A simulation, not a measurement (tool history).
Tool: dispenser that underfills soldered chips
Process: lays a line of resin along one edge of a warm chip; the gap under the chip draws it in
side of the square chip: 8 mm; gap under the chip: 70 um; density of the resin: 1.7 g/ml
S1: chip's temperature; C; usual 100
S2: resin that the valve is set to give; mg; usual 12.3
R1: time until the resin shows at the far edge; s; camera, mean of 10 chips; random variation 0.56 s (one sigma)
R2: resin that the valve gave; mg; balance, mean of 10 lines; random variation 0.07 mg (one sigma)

run 1 day=0.000 | S1=100 S2=12.3 | R1=50.6 R2=10.99
run 2 day=0.100 | S1=100 S2=12.3 | R1=56.9 R2=11.00
run 3 day=0.238 | S1=100 S2=12.3 | R1=68.6 R2=10.97
run 4 day=0.425 | S1=100 S2=12.3 | R1=57.6 R2=11.06
run 5 day=0.558 | S1=100 S2=10.8 | R1=67.3 R2=10.68
run 6 day=0.675 | S1=111 S2=10.8 | R1=37.0 R2=10.68
run 7 day=0.850 | S1=111 S2=10.8 | R1=47.3 R2=10.81
run 8 day=1.054 | S1=100 S2=12.3 | R1=53.5 R2=12.17
run 9 day=1.204 | S1=100 S2=12.3 | R1=65.8 R2=12.27
run 10 day=1.400 | S1=100 S2=10.9 | R1=59.1 R2=10.82
run 11 day=1.562 | S1=100 S2=13.3 | R1=70.6 R2=13.03
run 12 day=1.671 | S1=100 S2=13.3 | R1=53.4 R2=13.03
run 13 day=1.821 | S1=100 S2=13.3 | R1=64.8 R2=13.02
run 14 day=2.029 | S1=110 S2=12.3 | R1=41.3 R2=11.97
run 15 day=2.229 | S1=107 S2=12.3 | R1=38.1 R2=12.09
run 16 day=2.333 | S1=86 S2=14.5 | R1=82.2 R2=14.05
run 17 day=2.450 | S1=113 S2=12.6 | R1=43.4 R2=12.22
run 18 day=2.667 | S1=107 S2=10.5 | R1=47.1 R2=10.20
run 19 day=2.829 | S1=95 S2=14.2 | R1=80.9 R2=13.53
run 20 day=2.988 | S1=97 S2=15.2 | R1=61.0 R2=14.58
run 21 day=3.117 | S1=108 S2=12.0 | R1=55.1 R2=11.60
run 22 day=3.321 | S1=103 S2=13.4 | R1=52.7 R2=12.77
run 23 day=3.425 | S1=102 S2=11.8 | R1=63.7 R2=11.20
run 24 day=3.608 | S1=108 S2=13.2 | R1=43.8 R2=12.59
run 25 day=3.708 | S1=108 S2=13.2 | R1=50.7 R2=12.50

Not shown: 12 entries that the log had between the listed runs. Between which runs, and how does the tool's hidden state differ before and after?
Between runs 3 and 4: new syringe of resin (day 0.296)
  resin's viscosity, % of fresh resin's: 141.4 -> 121.1; dose that the valve gives, % of what is set: 89.24 -> 88.96
  measured less the result without the state, R1: +20.8 -> +10.7 s; R2: -1.32 -> -1.36 mg
Between runs 4 and 5: dispensing valve cleaned and set on the balance (day 0.504)
  resin's viscosity, % of fresh resin's: 121.1 -> 136.7; dose that the valve gives, % of what is set: 88.96 -> 99.71; true chip temperature over the reading, C: 0.09 -> 0.08
  measured less the result without the state, R1: +10.7 -> +18.0 s; R2: -1.36 -> -0.03 mg
Between runs 5 and 6: new syringe of resin (day 0.646)
  resin's viscosity, % of fresh resin's: 136.7 -> 103.7; dose that the valve gives, % of what is set: 99.71 -> 99.55
  measured less the result without the state, R1: +18.0 -> +1.3 s; R2: -0.03 -> -0.04 mg
Between runs 7 and 8: new syringe of resin (day 0.958)
  resin's viscosity, % of fresh resin's: 131 -> 113.9; dose that the valve gives, % of what is set: 99.26 -> 98.95; true chip temperature over the reading, C: 0.07 -> 0.06
  measured less the result without the state, R1: +11.1 -> +6.4 s; R2: -0.08 -> -0.13 mg
Between runs 9 and 10: new syringe of resin (day 1.275)
  resin's viscosity, % of fresh resin's: 139.6 -> 121.5; dose that the valve gives, % of what is set: 98.72 -> 98.44; true chip temperature over the reading, C: 0.06 -> 0.05
  measured less the result without the state, R1: +18.6 -> +10.6 s; R2: -0.16 -> -0.17 mg
Between runs 11 and 12: new syringe of resin (day 1.592)
  resin's viscosity, % of fresh resin's: 150.5 -> 111.9; dose that the valve gives, % of what is set: 98.19 -> 98.04
  measured less the result without the state, R1: +23.7 -> +5.7 s; R2: -0.24 -> -0.26 mg
Between runs 13 and 14: new syringe of resin (day 1.912)
  resin's viscosity, % of fresh resin's: 136 -> 117.6; dose that the valve gives, % of what is set: 97.82 -> 97.5; true chip temperature over the reading, C: 0.03 -> 0.02
  measured less the result without the state, R1: +17.1 -> +6.2 s; R2: -0.29 -> -0.31 mg
Between runs 14 and 15: new syringe of resin (day 2.221)
  resin's viscosity, % of fresh resin's: 117.6 -> 99; dose that the valve gives, % of what is set: 97.5 -> 97.2; true chip temperature over the reading, C: 0.02 -> 0.01
  measured less the result without the state, R1: +6.2 -> -0.3 s; R2: -0.31 -> -0.35 mg
Between runs 17 and 18: new syringe of resin (day 2.538)
  resin's viscosity, % of fresh resin's: 132.9 -> 117.8; dose that the valve gives, % of what is set: 96.87 -> 96.52; true chip temperature over the reading, C: 0 -> -0.01
  measured less the result without the state, R1: +10.8 -> +7.6 s; R2: -0.40 -> -0.36 mg
Between runs 19 and 20: new syringe of resin (day 2.850)
  resin's viscosity, % of fresh resin's: 146.8 -> 120.1; dose that the valve gives, % of what is set: 96.26 -> 96.04; true chip temperature over the reading, C: -0.01 -> -0.02
  measured less the result without the state, R1: +25.9 -> +10.3 s; R2: -0.53 -> -0.60 mg
Between runs 21 and 22: new syringe of resin (day 3.167)
  resin's viscosity, % of fresh resin's: 142.6 -> 122; dose that the valve gives, % of what is set: 95.84 -> 95.57; true chip temperature over the reading, C: -0.03 -> -0.04
  measured less the result without the state, R1: +16.7 -> +9.7 s; R2: -0.50 -> -0.59 mg
Between runs 23 and 24: new syringe of resin (day 3.488)
  resin's viscosity, % of fresh resin's: 140 -> 116; dose that the valve gives, % of what is set: 95.38 -> 95.1; true chip temperature over the reading, C: -0.04 -> -0.05
  measured less the result without the state, R1: +18.5 -> +6.3 s; R2: -0.55 -> -0.65 mg
